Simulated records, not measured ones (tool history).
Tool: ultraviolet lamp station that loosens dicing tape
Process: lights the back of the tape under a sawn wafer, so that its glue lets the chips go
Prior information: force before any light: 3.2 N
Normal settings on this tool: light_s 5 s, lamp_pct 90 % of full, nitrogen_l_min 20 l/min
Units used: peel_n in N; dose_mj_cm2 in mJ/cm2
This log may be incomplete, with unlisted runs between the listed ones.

Run 1, hour 0: usual settings. Result: peel_n 0.445 N, dose_mj_cm2 602 mJ/cm2.
Run 2, hour 20.3: usual settings. Result: peel_n 0.463 N, dose_mj_cm2 596 mJ/cm2.
Run 3, hour 46.8: usual settings. Result: peel_n 0.45 N, dose_mj_cm2 595 mJ/cm2.
Run 4, hour 64.6: usual settings but nitrogen_l_min 8 l/min. Result: peel_n 0.74 N, dose_mj_cm2 595 mJ/cm2.
Run 5, hour 79.7: usual settings but lamp_pct 82 % of full. Result: peel_n 0.527 N, dose_mj_cm2 543 mJ/cm2.
Run 6, hour 98.8: usual settings. Result: peel_n 0.45 N, dose_mj_cm2 598 mJ/cm2.
Run 7, hour 112.8: usual settings. Result: peel_n 0.465 N, dose_mj_cm2 595 mJ/cm2.
Run 8, hour 131.2: usual settings. Result: peel_n 0.459 N, dose_mj_cm2 590 mJ/cm2.
Run 9, hour 147.2: usual settings. Result: peel_n 0.465 N, dose_mj_cm2 586 mJ/cm2.
Run 10, hour 175.8: usual settings. Result: peel_n 0.457 N, dose_mj_cm2 584 mJ/cm2.
Run 11, hour 193.6: usual settings but nitrogen_l_min 26 l/min. Result: peel_n 0.408 N, dose_mj_cm2 585 mJ/cm2.
Run 12, hour 224.5: usual settings. Result: peel_n 0.476 N, dose_mj_cm2 581 mJ/cm2.
Run 13, hour 242.6: usual settings. Result: peel_n 0.489 N, dose_mj_cm2 572 mJ/cm2.
Run 14, hour 261.3: usual settings. Result: peel_n 0.477 N, dose_mj_cm2 578 mJ/cm2.
Run 15, hour 286.4: usual settings. Result: peel_n 0.453 N, dose_mj_cm2 576 mJ/cm2.
Run 16, hour 305.3: usual settings. Result: peel_n 0.475 N, dose_mj_cm2 573 mJ/cm2.
Run 17, hour 337.4: usual settings. Result: peel_n 0.48 N, dose_mj_cm2 567 mJ/cm2.
Run 18, hour 351.4: usual settings. Result: peel_n 0.476 N, dose_mj_cm2 569 mJ/cm2.
Run 19, hour 377.3: usual settings but lamp_pct 67 % of full. Result: peel_n 0.7 N, dose_mj_cm2 426 mJ/cm2.
Run 20, hour 393.1: usual settings but lamp_pct 67 % of full. Result: peel_n 0.706 N, dose_mj_cm2 422 mJ/cm2.
Run 21, hour 421.4: usual settings but lamp_pct 67 % of full. Result: peel_n 0.711 N, dose_mj_cm2 420 mJ/cm2.
Run 22, hour 442: usual settings but lamp_pct 67 % of full, nitrogen_l_min 31 l/min. Result: peel_n 0.568 N, dose_mj_cm2 415 mJ/cm2.
Run 23, hour 469.5: usual settings but light_s 3 s, lamp_pct 71 % of full, nitrogen_l_min 12 l/min. Result: peel_n 1.427 N, dose_mj_cm2 267 mJ/cm2.
Run 24, hour 500.3: usual settings but light_s 3 s, lamp_pct 94 % of full, nitrogen_l_min 15 l/min. Result: peel_n 1.002 N, dose_mj_cm2 348 mJ/cm2.
Run 25, hour 522.7: usual settings but light_s 7 s, lamp_pct 94 % of full, nitrogen_l_min 15 l/min. Result: peel_n 0.383 N, dose_mj_cm2 806 mJ/cm2.
Run 26, hour 542.8: usual settings but light_s 4 s, lamp_pct 84 % of full, nitrogen_l_min 26 l/min. Result: peel_n 0.631 N, dose_mj_cm2 418 mJ/cm2.
Run 27, hour 557.1: usual settings but light_s 4 s, lamp_pct 84 % of full, nitrogen_l_min 26 l/min. Result: peel_n 0.641 N, dose_mj_cm2 412 mJ/cm2.
Run 28, hour 576.9: usual settings but nitrogen_l_min 22 l/min. Result: peel_n 0.469 N, dose_mj_cm2 545 mJ/cm2.
Run 29, hour 596.7: usual settings but lamp_pct 93 % of full, nitrogen_l_min 7 l/min. Result: peel_n 0.865 N, dose_mj_cm2 563 mJ/cm2.
Run 30, hour 622.6: usual settings but lamp_pct 93 % of full, nitrogen_l_min 7 l/min. Result: peel_n 0.858 N, dose_mj_cm2 560 mJ/cm2.
Run 31, hour 650.3: usual settings but light_s 9 s, lamp_pct 75 % of full, nitrogen_l_min 8 l/min. Result: peel_n 0.52 N, dose_mj_cm2 812 mJ/cm2.
Run 32, hour 665.1: usual settings but light_s 9 s, lamp_pct 75 % of full, nitrogen_l_min 8 l/min. Result: peel_n 0.507 N, dose_mj_cm2 811 mJ/cm2.
Run 33, hour 678.8: usual settings but light_s 3 s, lamp_pct 63 % of full, nitrogen_l_min 6 l/min. Result: peel_n 1.845 N, dose_mj_cm2 226 mJ/cm2.
Run 34, hour 695.7: usual settings but light_s 3 s, lamp_pct 92 % of full, nitrogen_l_min 16 l/min. Result: peel_n 1.014 N, dose_mj_cm2 328 mJ/cm2.
Run 35, hour 720: usual settings but light_s 2 s. Result: peel_n 1.381 N, dose_mj_cm2 211 mJ/cm2.
Run 36, hour 742.4: usual settings but light_s 2 s. Result: peel_n 1.378 N, dose_mj_cm2 216 mJ/cm2.
Run 37, hour 768: usual settings but light_s 2 s, lamp_pct 86 % of full, nitrogen_l_min 11 l/min. Result: peel_n 1.727 N, dose_mj_cm2 201 mJ/cm2.
Run 38, hour 794.1: usual settings but light_s 2 s, lamp_pct 86 % of full, nitrogen_l_min 11 l/min. Result: peel_n 1.65 N, dose_mj_cm2 205 mJ/cm2.
Run 39, hour 813.8: usual settings but light_s 6 s, lamp_pct 86 % of full, nitrogen_l_min 14 l/min. Result: peel_n 0.528 N, dose_mj_cm2 602 mJ/cm2.
Run 40, hour 841.9: usual settings but light_s 2 s, lamp_pct 86 % of full, nitrogen_l_min 14 l/min. Result: peel_n 1.607 N, dose_mj_cm2 200 mJ/cm2.
Run 41, hour 855.4: usual settings but light_s 3 s, lamp_pct 99 % of full, nitrogen_l_min 16 l/min. Result: peel_n 0.985 N, dose_mj_cm2 345 mJ/cm2.
Run 42, hour 881.6: usual settings but light_s 3 s, lamp_pct 99 % of full, nitrogen_l_min 16 l/min. Result: peel_n 0.961 N, dose_mj_cm2 348 mJ/cm2.
Run 43, hour 911.4: usual settings but light_s 3 s, lamp_pct 99 % of full, nitrogen_l_min 16 l/min. Result: peel_n 0.963 N, dose_mj_cm2 343 mJ/cm2.
Run 44, hour 926.1: usual settings but light_s 2 s, lamp_pct 99 % of full, nitrogen_l_min 27 l/min. Result: peel_n 1.16 N, dose_mj_cm2 231 mJ/cm2.

Alternative continuations, all from the tool just after run 44; predict every row:
Run A, hour 942.5: usual settings but light_s 3 s, lamp_pct 91 % of full, nitrogen_l_min 16 l/min. Result: peel_n ?, dose_mj_cm2 ?.
Run B, hour 942.5: usual settings but lamp_pct 99 % of full, nitrogen_l_min 33 l/min. Result: peel_n ?, dose_mj_cm2 ?.
Run C, hour 942.5: usual settings but lamp_pct 83 % of full, nitrogen_l_min 24 l/min. Result: peel_n ?, dose_mj_cm2 ?.

run  peel_n  dose_mj_cm2
  A   1.069          310
  B   0.387          572
  C   0.539          476
Without the tool's hidden state the same runs would have given:
run  peel_n  dose_mj_cm2
  A   0.879          375
  B   0.317          690
  C   0.422          574

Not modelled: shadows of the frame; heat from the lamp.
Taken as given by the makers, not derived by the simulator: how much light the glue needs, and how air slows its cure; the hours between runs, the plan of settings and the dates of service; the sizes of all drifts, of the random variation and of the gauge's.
